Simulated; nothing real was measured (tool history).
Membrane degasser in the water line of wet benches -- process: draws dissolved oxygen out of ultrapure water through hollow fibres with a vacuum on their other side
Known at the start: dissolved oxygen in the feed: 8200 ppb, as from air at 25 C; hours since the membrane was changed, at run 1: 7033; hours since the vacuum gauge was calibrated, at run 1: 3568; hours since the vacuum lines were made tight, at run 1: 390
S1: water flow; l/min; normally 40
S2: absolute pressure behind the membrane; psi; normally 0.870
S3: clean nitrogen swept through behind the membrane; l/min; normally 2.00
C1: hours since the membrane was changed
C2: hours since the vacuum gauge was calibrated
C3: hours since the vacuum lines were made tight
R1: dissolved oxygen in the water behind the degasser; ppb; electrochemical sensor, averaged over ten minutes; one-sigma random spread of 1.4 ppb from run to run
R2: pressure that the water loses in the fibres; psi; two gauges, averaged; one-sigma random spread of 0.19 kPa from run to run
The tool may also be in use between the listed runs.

run    hour  S1     S2    S3    C1    C2    C3     R1     R2
  1     0.0  40  0.870  2.00  7033  3568   390  135.7  5.591
  2   124.4  24  0.870  2.00  7157  3692   515   79.0  3.363
  3   260.6  24  0.870  2.00  7293  3829   651   79.3  3.356
  4   399.9  24  0.870  2.00  7433  3968   790   80.1  3.369
  5   481.7  40  0.870  2.00  7515  4050   872  136.3  5.591
  6   619.2  40  0.870  2.00  7652  4187  1010  135.8  5.594
  7   733.4  31  0.870  2.00  7766  4301  1124  102.1  4.306
  8   918.3  40  0.870  2.00  7951  4486  1309  133.9  5.593
  9  1034.4  40  0.870  2.00  8067  4602  1425  135.3  5.581
 10  1213.7  40  0.870  2.00  8247  4782  1604  135.2  5.583
 11  1346.8  40  0.870  2.00  8380  4915  1737  137.6  5.619
 12  1450.6  31  1.508  2.74  8483  5019  1841  193.6  4.329
 13  1592.2  40  0.870  5.40  8625  5160  1983   63.2  5.590
 14  1740.0  40  0.870  5.40  8773  5308  2130   64.1  5.593
 15  1835.1  41  0.988  2.00  8868  5403  2225  175.9  5.668
 16  1975.3  41  0.988  2.00  9008  5543  2366  174.9  5.716
 17  2138.9  37  0.870  2.00  9172  5707  2529  124.5  5.144
 18  2320.1  37  0.870  2.00  9353  5888  2710  125.3  5.146
 19  2501.2  44  0.870  3.00  9534  6069  2892  111.4  6.121
 20  2618.5  40  0.870  4.87  9651  6186  3009   68.4  5.506
 21  2703.3  30  0.876  4.71  9736  6271  3094   47.7  4.206

Predict each of these 4 candidate next runs independently; none follows another, all start after run 21:
  A  2825.6  40  0.870  1.42  9858  6394  3216   ?   ?
  B  2825.6  24  1.162  2.00  9858  6394  3216   ?   ?
  C  2825.6  40  0.547  2.00  9858  6394  3216   ?   ?
  D  2825.6  44  1.374  2.29  9858  6394  3216   ?   ?

run     R1     R2
  A  180.5  5.593
  B  134.7  3.327
  C   39.3  5.580
  D  281.9  6.108
With the hidden condition removed and each run's random variation left untouched, the same runs would have given:
run     R1     R2
  A  180.1  5.590
  B  134.5  3.324
  C   39.1  5.577
  D  281.6  6.103

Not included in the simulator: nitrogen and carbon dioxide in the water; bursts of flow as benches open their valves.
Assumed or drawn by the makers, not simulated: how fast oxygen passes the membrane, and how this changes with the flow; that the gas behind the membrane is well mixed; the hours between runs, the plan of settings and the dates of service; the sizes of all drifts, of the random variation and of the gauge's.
